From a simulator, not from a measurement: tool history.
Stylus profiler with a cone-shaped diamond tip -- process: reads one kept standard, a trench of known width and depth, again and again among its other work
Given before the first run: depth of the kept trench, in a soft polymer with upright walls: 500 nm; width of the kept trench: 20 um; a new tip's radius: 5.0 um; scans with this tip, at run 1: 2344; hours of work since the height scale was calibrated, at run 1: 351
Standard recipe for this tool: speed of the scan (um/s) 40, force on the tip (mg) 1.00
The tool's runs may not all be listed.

run	hour	speed of the scan (um/s)	force on the tip (mg)	scans with this tip	hours of work since the height scale was calibrated	depth of the trench (nm)	width of the trench's floor (um)
1	0.0	40	1.00	2344	351	505.23	15.11
2	42.6	40	0.68	2487	372	504.16	15.03
3	64.6	40	0.68	2561	383	504.20	14.97
4	96.8	40	2.33	2669	399	509.14	15.16
5	129.7	36	1.00	2779	416	505.34	15.10
6	155.5	36	1.00	2865	429	505.49	15.09
7	185.7	36	1.00	2966	444	505.44	15.00
8	220.5	40	0.38	3083	461	503.36	14.86
9	264.6	40	1.00	3230	483	505.66	14.98
10	287.9	40	1.00	3308	495	505.57	14.99
11	321.3	40	1.00	3420	512	505.59	14.92
12	347.6	40	1.00	3508	525	505.35	14.97
13	373.7	63	0.71	3595	538	504.63	14.73
14	418.5	61	2.66	3745	561	510.11	14.96
15	464.8	65	0.47	3900	584	503.73	14.51
16	507.3	65	0.47	4042	605	503.61	14.49
17	550.5	122	2.69	4187	627	510.36	14.69
18	592.9	122	2.69	4329	648	510.56	14.60
19	623.8	67	0.48	4432	663	504.05	14.50
20	670.7	18	0.88	4589	687	505.50	14.93
21	700.8	25	2.74	4690	702	510.50	15.01
22	744.0	76	1.00	4834	724	505.82	14.57
23	787.0	76	1.00	4978	745	506.20	14.60

Below, each run's measurement less what the same run would have read without the hidden state. Both values contain the same run-to-run variation, but the gauge's scatter may not be the same in both:
What the log doesn't record here: radius of the tip, um; height scale over the true one, %; drift of the gauge itself on depth_nm, %; drift of the gauge itself on floor_um, %.
run	depth of the trench (nm)	width of the trench's floor (um)
1	+0.59	-0.28
2	+0.62	-0.30
3	+0.63	-0.31
4	+0.67	-0.32
5	+0.69	-0.34
6	+0.71	-0.35
7	+0.73	-0.35
8	+0.76	-0.37
9	+0.79	-0.38
10	+0.81	-0.39
11	+0.83	-0.40
12	+0.85	-0.42
13	+0.87	-0.42
14	+0.92	-0.44
15	+0.94	-0.45
16	+0.98	-0.47
17	+1.02	-0.49
18	+1.05	-0.50
19	+1.07	-0.51
20	+1.11	-0.52
21	+1.14	-0.54
22	+1.17	-0.55
23	+1.20	-0.57
